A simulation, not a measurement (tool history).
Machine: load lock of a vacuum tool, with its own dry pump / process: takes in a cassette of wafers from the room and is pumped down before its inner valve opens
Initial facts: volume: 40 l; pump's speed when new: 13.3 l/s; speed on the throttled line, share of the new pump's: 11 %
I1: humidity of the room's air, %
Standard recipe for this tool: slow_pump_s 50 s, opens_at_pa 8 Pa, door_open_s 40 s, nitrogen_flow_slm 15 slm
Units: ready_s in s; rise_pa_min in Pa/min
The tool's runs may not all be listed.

run 1 day=0.000 | slow_pump_s=50 opens_at_pa=8 door_open_s=40 nitrogen_flow_slm=15 | I1=41.1 | ready_s=73.7 rise_pa_min=0.026
run 2 day=3.638 | slow_pump_s=50 opens_at_pa=8 door_open_s=40 nitrogen_flow_slm=34 | I1=44.6 | ready_s=73.4 rise_pa_min=0.022
run 3 day=5.979 | slow_pump_s=50 opens_at_pa=8 door_open_s=40 nitrogen_flow_slm=34 | I1=44.4 | ready_s=73.1 rise_pa_min=0.026
run 4 day=9.504 | slow_pump_s=50 opens_at_pa=8 door_open_s=40 nitrogen_flow_slm=34 | I1=46.2 | ready_s=73.4 rise_pa_min=0.021
run 5 day=12.150 | slow_pump_s=50 opens_at_pa=8 door_open_s=40 nitrogen_flow_slm=34 | I1=45.0 | ready_s=72.9 rise_pa_min=0.023
run 6 day=15.717 | slow_pump_s=50 opens_at_pa=8 door_open_s=40 nitrogen_flow_slm=34 | I1=46.0 | ready_s=73.2 rise_pa_min=0.020
run 7 day=19.554 | slow_pump_s=50 opens_at_pa=8 door_open_s=40 nitrogen_flow_slm=34 | I1=46.5 | ready_s=73.4 rise_pa_min=0.023
run 8 day=22.021 | slow_pump_s=50 opens_at_pa=8 door_open_s=40 nitrogen_flow_slm=34 | I1=46.4 | ready_s=73.5 rise_pa_min=0.024
run 9 day=24.450 | slow_pump_s=50 opens_at_pa=8 door_open_s=40 nitrogen_flow_slm=15 | I1=42.3 | ready_s=72.8 rise_pa_min=0.032
run 10 day=28.638 | slow_pump_s=50 opens_at_pa=8 door_open_s=40 nitrogen_flow_slm=15 | I1=46.7 | ready_s=73.1 rise_pa_min=0.036
run 11 day=32.421 | slow_pump_s=50 opens_at_pa=8 door_open_s=40 nitrogen_flow_slm=15 | I1=42.8 | ready_s=73.6 rise_pa_min=0.033
run 12 day=34.983 | slow_pump_s=50 opens_at_pa=8 door_open_s=40 nitrogen_flow_slm=15 | I1=44.6 | ready_s=73.1 rise_pa_min=0.032
run 13 day=39.117 | slow_pump_s=57 opens_at_pa=8 door_open_s=40 nitrogen_flow_slm=15 | I1=44.7 | ready_s=79.4 rise_pa_min=0.033
run 14 day=44.129 | slow_pump_s=50 opens_at_pa=8 door_open_s=40 nitrogen_flow_slm=15 | I1=48.7 | ready_s=73.1 rise_pa_min=0.037
run 15 day=46.983 | slow_pump_s=50 opens_at_pa=8 door_open_s=40 nitrogen_flow_slm=19 | I1=41.9 | ready_s=73.2 rise_pa_min=0.025
run 16 day=50.888 | slow_pump_s=50 opens_at_pa=8 door_open_s=40 nitrogen_flow_slm=19 | I1=43.7 | ready_s=73.1 rise_pa_min=0.026
run 17 day=55.021 | slow_pump_s=50 opens_at_pa=8 door_open_s=40 nitrogen_flow_slm=19 | I1=44.5 | ready_s=73.1 rise_pa_min=0.033
run 18 day=57.738 | slow_pump_s=50 opens_at_pa=8 door_open_s=40 nitrogen_flow_slm=19 | I1=48.4 | ready_s=73.3 rise_pa_min=0.028
run 19 day=63.108 | slow_pump_s=50 opens_at_pa=8 door_open_s=40 nitrogen_flow_slm=15 | I1=44.5 | ready_s=73.1 rise_pa_min=0.029
run 20 day=68.408 | slow_pump_s=50 opens_at_pa=8 door_open_s=61 nitrogen_flow_slm=18 | I1=45.5 | ready_s=73.3 rise_pa_min=0.040
run 21 day=71.058 | slow_pump_s=80 opens_at_pa=15 door_open_s=56 nitrogen_flow_slm=15 | I1=42.9 | ready_s=98.1 rise_pa_min=0.037
run 22 day=73.562 | slow_pump_s=80 opens_at_pa=15 door_open_s=56 nitrogen_flow_slm=15 | I1=42.2 | ready_s=98.0 rise_pa_min=0.033
run 23 day=77.508 | slow_pump_s=50 opens_at_pa=15 door_open_s=216 nitrogen_flow_slm=8 | I1=46.9 | ready_s=71.2 rise_pa_min=0.127
run 24 day=82.517 | slow_pump_s=50 opens_at_pa=15 door_open_s=216 nitrogen_flow_slm=8 | I1=46.2 | ready_s=71.2 rise_pa_min=0.127
run 25 day=87.325 | slow_pump_s=50 opens_at_pa=14 door_open_s=40 nitrogen_flow_slm=15 | I1=49.0 | ready_s=71.5 rise_pa_min=0.035
run 26 day=92.346 | slow_pump_s=50 opens_at_pa=14 door_open_s=40 nitrogen_flow_slm=16 | I1=41.6 | ready_s=71.5 rise_pa_min=0.031

Expected results for the next run?
run 27 day=95.338 | slow_pump_s=50 opens_at_pa=8 door_open_s=114 nitrogen_flow_slm=4 | I1=46.1 | ready_s=? rise_pa_min=?

ready_s: 73.2 s
rise_pa_min: 0.103 Pa/min
With the hidden condition absent and the run-to-run variation left alone, this run would have shown ready_s 73.2 s, rise_pa_min 0.103 Pa/min.
